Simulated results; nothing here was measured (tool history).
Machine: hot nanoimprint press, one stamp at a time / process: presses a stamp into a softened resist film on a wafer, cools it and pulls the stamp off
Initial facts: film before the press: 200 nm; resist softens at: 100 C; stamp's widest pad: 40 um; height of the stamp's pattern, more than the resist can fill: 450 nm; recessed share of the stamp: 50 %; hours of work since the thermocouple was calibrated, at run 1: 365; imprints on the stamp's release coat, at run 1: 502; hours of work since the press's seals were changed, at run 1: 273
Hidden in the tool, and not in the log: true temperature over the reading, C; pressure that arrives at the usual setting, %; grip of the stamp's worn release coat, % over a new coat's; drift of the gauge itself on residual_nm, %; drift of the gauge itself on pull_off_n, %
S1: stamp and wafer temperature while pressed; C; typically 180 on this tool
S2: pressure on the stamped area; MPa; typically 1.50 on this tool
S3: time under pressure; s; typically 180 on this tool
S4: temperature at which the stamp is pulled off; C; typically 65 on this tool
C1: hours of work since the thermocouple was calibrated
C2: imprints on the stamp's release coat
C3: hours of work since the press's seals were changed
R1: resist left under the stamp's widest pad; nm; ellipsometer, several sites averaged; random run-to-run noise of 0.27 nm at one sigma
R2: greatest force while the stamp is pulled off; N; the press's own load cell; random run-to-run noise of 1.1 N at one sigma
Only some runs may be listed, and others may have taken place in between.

run 1 hour=0.0 | S1=180 S2=1.50 S3=180 S4=65 | C1=365 C2=502 C3=273 | R1=109.0 R2=187
-- hour=10.6 stamp cleaned and given a new release coat
run 2 hour=22.5 | S1=180 S2=1.50 S3=180 S4=65 | C1=372 C2=36 C3=280 | R1=108.6 R2=169
run 3 hour=44.6 | S1=180 S2=0.97 S3=180 S4=65 | C1=382 C2=105 C3=290 | R1=126.9 R2=170
run 4 hour=58.8 | S1=180 S2=1.50 S3=180 S4=65 | C1=388 C2=149 C3=296 | R1=108.7 R2=171
run 5 hour=74.1 | S1=180 S2=1.50 S3=180 S4=65 | C1=394 C2=196 C3=302 | R1=108.9 R2=173
run 6 hour=87.9 | S1=191 S2=1.50 S3=180 S4=65 | C1=400 C2=239 C3=308 | R1=80.1 R2=177
run 7 hour=104.1 | S1=180 S2=1.50 S3=180 S4=65 | C1=407 C2=289 C3=315 | R1=108.8 R2=177
run 8 hour=121.1 | S1=189 S2=1.50 S3=180 S4=65 | C1=414 C2=341 C3=322 | R1=85.0 R2=180
run 9 hour=135.0 | S1=189 S2=1.50 S3=180 S4=65 | C1=420 C2=384 C3=328 | R1=84.6 R2=182
run 10 hour=153.6 | S1=189 S2=1.50 S3=180 S4=65 | C1=428 C2=442 C3=336 | R1=84.7 R2=185
run 11 hour=175.9 | S1=189 S2=1.50 S3=180 S4=65 | C1=438 C2=511 C3=346 | R1=84.2 R2=187
-- hour=184.9 stamp cleaned and given a new release coat
run 12 hour=195.4 | S1=189 S2=1.50 S3=180 S4=65 | C1=443 C2=33 C3=351 | R1=84.0 R2=168
run 13 hour=207.7 | S1=189 S2=1.50 S3=180 S4=65 | C1=449 C2=71 C3=357 | R1=84.3 R2=170
run 14 hour=218.4 | S1=189 S2=1.50 S3=180 S4=65 | C1=453 C2=104 C3=361 | R1=84.3 R2=170
run 15 hour=234.9 | S1=189 S2=1.50 S3=180 S4=65 | C1=460 C2=155 C3=368 | R1=84.5 R2=172
run 16 hour=257.9 | S1=189 S2=1.50 S3=180 S4=65 | C1=470 C2=226 C3=378 | R1=84.6 R2=177
run 17 hour=277.6 | S1=188 S2=1.14 S3=323 S4=64 | C1=478 C2=287 C3=386 | R1=77.4 R2=180
run 18 hour=298.6 | S1=188 S2=1.14 S3=323 S4=64 | C1=487 C2=352 C3=395 | R1=77.5 R2=183
run 19 hour=308.5 | S1=188 S2=1.14 S3=323 S4=64 | C1=491 C2=383 C3=399 | R1=77.4 R2=186
run 20 hour=324.2 | S1=180 S2=1.50 S3=331 S4=65 | C1=498 C2=431 C3=406 | R1=85.9 R2=182
run 21 hour=346.8 | S1=180 S2=1.50 S3=331 S4=65 | C1=508 C2=501 C3=416 | R1=86.1 R2=186
-- hour=358.1 stamp cleaned and given a new release coat
run 22 hour=369.0 | S1=180 S2=1.50 S3=331 S4=65 | C1=515 C2=33 C3=423 | R1=85.8 R2=167
run 23 hour=380.4 | S1=180 S2=1.50 S3=331 S4=65 | C1=519 C2=69 C3=427 | R1=86.0 R2=168
run 24 hour=391.1 | S1=180 S2=1.50 S3=331 S4=65 | C1=524 C2=102 C3=432 | R1=85.5 R2=170
run 25 hour=411.6 | S1=180 S2=1.50 S3=331 S4=65 | C1=533 C2=165 C3=441 | R1=85.9 R2=173
run 26 hour=429.3 | S1=180 S2=1.50 S3=331 S4=65 | C1=540 C2=220 C3=448 | R1=85.6 R2=174
run 27 hour=449.4 | S1=175 S2=2.17 S3=116 S4=70 | C1=549 C2=282 C3=457 | R1=122.8 R2=161
run 28 hour=459.4 | S1=180 S2=1.68 S3=331 S4=71 | C1=553 C2=313 C3=461 | R1=81.3 R2=161
-- hour=464.0 plate thermocouple calibrated
run 29 hour=474.1 | S1=189 S2=1.68 S3=221 S4=71 | C1=4 C2=349 C3=466 | R1=76.6 R2=166
run 30 hour=488.1 | S1=183 S2=2.36 S3=134 S4=53 | C1=10 C2=393 C3=472 | R1=96.1 R2=223

Predict each of these 4 candidate next runs independently; none follows another, all start after run 30:
run A hour=506.3 | S1=183 S2=2.23 S3=134 S4=53 | C1=18 C2=449 C3=480 | R1=? R2=?
run B hour=506.3 | S1=180 S2=1.50 S3=180 S4=54 | C1=18 C2=449 C3=480 | R1=? R2=?
run C hour=506.3 | S1=183 S2=2.36 S3=266 S4=53 | C1=18 C2=449 C3=480 | R1=? R2=?
run D hour=506.3 | S1=175 S2=2.36 S3=134 S4=53 | C1=18 C2=449 C3=480 | R1=? R2=?

run=A R1=98.1 R2=226
run=B R1=112.7 R2=220
run=C R1=73.0 R2=226
run=D R1=120.1 R2=224
Had the tool no hidden state, the same runs would have come out as:
run=A R1=98.2 R2=204
run=B R1=112.9 R2=199
run=C R1=73.1 R2=205
run=D R1=120.3 R2=202

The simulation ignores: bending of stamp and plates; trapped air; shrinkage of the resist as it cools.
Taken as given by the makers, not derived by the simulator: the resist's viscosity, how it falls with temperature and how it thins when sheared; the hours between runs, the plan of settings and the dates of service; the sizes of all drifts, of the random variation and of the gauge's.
